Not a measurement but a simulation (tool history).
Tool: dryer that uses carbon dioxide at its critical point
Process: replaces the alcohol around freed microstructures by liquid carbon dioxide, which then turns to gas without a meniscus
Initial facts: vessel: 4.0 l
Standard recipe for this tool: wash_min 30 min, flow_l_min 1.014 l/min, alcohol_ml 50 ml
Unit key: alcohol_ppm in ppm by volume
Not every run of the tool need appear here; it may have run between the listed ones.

run 1 day=0.000 | wash_min=30 flow_l_min=1.014 alcohol_ml=50 | alcohol_ppm=54
run 2 day=0.779 | wash_min=30 flow_l_min=1.014 alcohol_ml=50 | alcohol_ppm=67
-- day=0.862 inlet filter changed
run 3 day=1.208 | wash_min=30 flow_l_min=1.014 alcohol_ml=50 | alcohol_ppm=47
run 4 day=2.004 | wash_min=30 flow_l_min=1.014 alcohol_ml=50 | alcohol_ppm=56
run 5 day=2.725 | wash_min=30 flow_l_min=1.014 alcohol_ml=50 | alcohol_ppm=51
run 6 day=3.283 | wash_min=30 flow_l_min=1.014 alcohol_ml=50 | alcohol_ppm=47
run 7 day=3.742 | wash_min=30 flow_l_min=1.014 alcohol_ml=50 | alcohol_ppm=50
run 8 day=4.421 | wash_min=30 flow_l_min=1.014 alcohol_ml=50 | alcohol_ppm=56
run 9 day=5.162 | wash_min=30 flow_l_min=1.680 alcohol_ml=50 | alcohol_ppm=16
run 10 day=5.679 | wash_min=30 flow_l_min=1.680 alcohol_ml=50 | alcohol_ppm=13
run 11 day=6.096 | wash_min=30 flow_l_min=1.680 alcohol_ml=50 | alcohol_ppm=16
run 12 day=6.654 | wash_min=30 flow_l_min=1.014 alcohol_ml=50 | alcohol_ppm=52
run 13 day=7.421 | wash_min=30 flow_l_min=1.014 alcohol_ml=50 | alcohol_ppm=63
run 14 day=7.792 | wash_min=30 flow_l_min=1.014 alcohol_ml=50 | alcohol_ppm=56
run 15 day=8.621 | wash_min=30 flow_l_min=1.120 alcohol_ml=50 | alcohol_ppm=31

For run 16, what comes out?
run 16 day=9.250 | wash_min=22 flow_l_min=0.910 alcohol_ml=61 | alcohol_ppm=?

{"run 16": {"alcohol_ppm": 363}}
With the hidden condition absent and the run-to-run variation left alone, this run would have shown alcohol_ppm 326 ppm by volume.
